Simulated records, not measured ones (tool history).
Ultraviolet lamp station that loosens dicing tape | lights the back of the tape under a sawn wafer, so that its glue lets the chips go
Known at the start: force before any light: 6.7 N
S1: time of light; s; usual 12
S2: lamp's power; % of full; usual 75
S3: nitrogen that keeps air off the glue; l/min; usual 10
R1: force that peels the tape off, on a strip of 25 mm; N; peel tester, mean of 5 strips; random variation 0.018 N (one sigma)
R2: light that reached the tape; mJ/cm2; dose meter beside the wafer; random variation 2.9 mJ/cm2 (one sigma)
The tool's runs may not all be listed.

| run | day | S1 | S2 | S3 | R1 | R2 |
|---|---|---|---|---|---|---|
| 1 | 0.000 | 12 | 75 | 10 | 1.025 | 370 |
| 2 | 1.042 | 12 | 75 | 10 | 1.070 | 365 |
| 3 | 1.942 | 12 | 75 | 10 | 1.063 | 364 |
| 4 | 2.896 | 12 | 75 | 19 | 0.828 | 359 |
| 5 | 3.512 | 12 | 67 | 10 | 1.315 | 317 |
| 6 | 4.733 | 12 | 75 | 10 | 1.126 | 350 |
| 7 | 5.708 | 12 | 75 | 10 | 1.212 | 349 |
| 8 | 7.000 | 12 | 75 | 10 | 1.189 | 338 |
| 9 | 8.050 | 13 | 76 | 7 | 1.196 | 369 |
| 10 | 9.125 | 6 | 82 | 17 | 2.289 | 183 |
| 11 | 9.667 | 12 | 75 | 14 | 1.076 | 335 |
| 12 | 10.288 | 12 | 75 | 14 | 1.116 | 331 |
| 13 | 10.962 | 8 | 75 | 7 | 2.396 | 220 |

Hidden state or all else? Some run-to-run changes of R1, split into what the settings, what came in and random variation would give without the hidden state, and what is left for the hidden state (with any gauge scatter that isn't in both results):
The hidden state here: lamp's light, % of a new lamp's; light that the window lets through, % of a clean one's; drift of the gauge itself on peel_n, %; drift of the gauge itself on dose_mj_cm2, %.
Run 12 -> 13: S1 12 -> 8, S3 14 -> 7. R1 +1.280 N: hidden state +0.151, all else +1.129.

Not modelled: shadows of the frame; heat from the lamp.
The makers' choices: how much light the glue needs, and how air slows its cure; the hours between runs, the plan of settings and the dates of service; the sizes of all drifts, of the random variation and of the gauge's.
